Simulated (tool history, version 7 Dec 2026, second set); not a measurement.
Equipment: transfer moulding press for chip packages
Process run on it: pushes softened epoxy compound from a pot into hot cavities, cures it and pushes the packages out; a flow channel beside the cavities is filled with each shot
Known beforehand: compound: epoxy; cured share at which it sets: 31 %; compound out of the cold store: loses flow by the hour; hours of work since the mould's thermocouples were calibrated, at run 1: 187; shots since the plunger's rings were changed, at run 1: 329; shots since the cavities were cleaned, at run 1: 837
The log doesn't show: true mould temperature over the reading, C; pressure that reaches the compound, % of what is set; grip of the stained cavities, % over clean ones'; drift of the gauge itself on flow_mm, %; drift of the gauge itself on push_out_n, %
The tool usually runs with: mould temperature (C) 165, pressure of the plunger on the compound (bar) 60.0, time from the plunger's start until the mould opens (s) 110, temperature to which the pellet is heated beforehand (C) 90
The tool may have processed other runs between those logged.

run	day	mould temperature (C)	pressure of the plunger on the compound (bar)	time from the plunger's start until the mould opens (s)	temperature to which the pellet is heated beforehand (C)	hours of work since the mould's thermocouples were calibrated	shots since the plunger's rings were changed	shots since the cavities were cleaned	incoming compound's hours out of the cold store	length that the compound runs in the flow channel (mm)	greatest force on the pins that push the packages out (N)
1	0.000	165	60.0	110	90	187	329	837	26.3	701	782
# day 0.750: cavities cleaned with cleaning compound and waxed
2	1.454	165	60.0	110	90	213	726	201	27.0	704	629
3	2.567	165	65.5	110	90	234	1043	518	14.7	787	766
4	3.325	165	60.0	104	90	248	1259	734	23.4	715	858
5	4.054	165	60.0	104	90	261	1467	942	40.8	633	808
# day 4.412: cavities cleaned with cleaning compound and waxed
6	5.483	167	60.0	116	90	287	1856	305	25.5	701	584
7	6.262	167	56.7	116	90	301	2079	528	19.5	709	664

For run 8, what comes out?
8	7.046	167	56.7	116	90	316	2302	751	29.8	?	?

Run 8 gave length that the compound runs in the flow channel (mm) 663, greatest force on the pins that push the packages out (N) 684.
Without the tool's hidden state the same run would have given length that the compound runs in the flow channel (mm) 676, greatest force on the pins that push the packages out (N) 365.
